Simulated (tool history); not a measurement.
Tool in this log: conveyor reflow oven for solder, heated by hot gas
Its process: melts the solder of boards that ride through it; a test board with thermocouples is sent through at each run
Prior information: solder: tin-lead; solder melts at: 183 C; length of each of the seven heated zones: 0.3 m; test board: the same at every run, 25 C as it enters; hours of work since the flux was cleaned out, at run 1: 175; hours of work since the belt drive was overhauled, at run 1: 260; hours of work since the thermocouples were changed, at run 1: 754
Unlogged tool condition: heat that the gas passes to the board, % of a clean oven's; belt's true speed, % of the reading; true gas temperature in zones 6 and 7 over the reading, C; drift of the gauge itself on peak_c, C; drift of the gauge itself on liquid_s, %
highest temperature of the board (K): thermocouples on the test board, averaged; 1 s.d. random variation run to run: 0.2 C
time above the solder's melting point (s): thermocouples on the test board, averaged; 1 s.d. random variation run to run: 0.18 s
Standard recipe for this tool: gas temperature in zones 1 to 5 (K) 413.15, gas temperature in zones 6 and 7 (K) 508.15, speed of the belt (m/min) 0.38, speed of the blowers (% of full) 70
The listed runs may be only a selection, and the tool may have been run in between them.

run   hour  gas temperature in zones 1 to 5 (K)  gas temperature in zones 6 and 7 (K)  speed of the belt (m/min)  speed of the blowers (% of full)  hours of work since the flux was cleaned out  hours of work since the belt drive was overhauled  hours of work since the thermocouples were changed  highest temperature of the board (K)  time above the solder's melting point (s)
  1      0                               413.15                                508.15                       0.38                                70                                           175                                                260                                                 754                                491.65                                       74.1
  2      7                               413.15                                508.15                       0.38                                70                                           180                                                265                                                 758                                491.75                                       74.4
  3   15.4                               422.15                                508.15                       0.38                                70                                           185                                                270                                                 763                                492.95                                       79.7
  4   20.9                               422.15                                508.15                       0.38                                70                                           189                                                274                                                 767                                493.05                                       79.7
  5   30.7                               413.15                                508.15                       0.38                                70                                           195                                                280                                                 773                                491.65                                       73.9
  6   36.8                               413.15                                508.15                       0.38                                70                                           199                                                284                                                 777                                491.65                                       74.1
  7   43.9                               413.15                                508.15                       0.38                                70                                           204                                                288                                                 782                                491.65                                       73.5
  8   53.8                               413.15                                508.15                       0.38                                70                                           210                                                295                                                 788                                491.35                                       73.9
  9   63.8                               413.15                                508.15                       0.38                                70                                           216                                                301                                                 794                                491.15                                       73.6
        69  -- belt drive overhauled, speed set with a stopwatch
 10   73.8                               413.15                                508.15                       0.38                                70                                           220                                                  3                                                 798                                491.25                                         74
 11   79.8                               413.15                                508.15                       0.38                                70                                           224                                                  7                                                 802                                491.55                                       74.2
 12   91.8                               413.15                                508.15                      0.405                                70                                           232                                                 15                                                 810                                489.35                                       67.3
       100  -- belt drive overhauled, speed set with a stopwatch, once more
 13  105.7                               413.15                                508.15                      0.405                                70                                           238                                                  4                                                 816                                488.95                                       65.9
 14    114                               413.15                                508.15                      0.405                                70                                           243                                                  9                                                 821                                489.05                                       65.9
 15  124.3                               424.15                                513.15                      0.305                                59                                           250                                                 16                                                 828                                500.85                                      107.8
 16    131                               424.15                                513.15                      0.305                                59                                           254                                                 20                                                 832                                500.95                                      107.8
 17  136.3                               408.15                                496.15                      0.405                                57                                           258                                                 23                                                 836                                474.45                                       46.3
 18  144.6                               417.15                                504.15                      0.437                                90                                           263                                                 29                                                 841                                486.55                                       60.9
 19  156.8                               413.15                                508.15                       0.38                                54                                           271                                                 36                                                 849                                487.45                                       68.5
 20  164.5                               413.15                                508.15                      0.343                                50                                           276                                                 41                                                 854                                489.65                                       79.6

Predict the results of run 21:
 21  175.3                               413.15                                501.15                       0.38                                56                                           283                                                 48                                                 861                                     ?                                          ?

{"run 21": {"highest temperature of the board (K)": 481.75, "time above the solder's melting point (s)": 61.8}}
Take away the tool's hidden state, keep the run-to-run variation as it was, and the same run would have given highest temperature of the board (K) 486.25, time above the solder's melting point (s) 67.7.
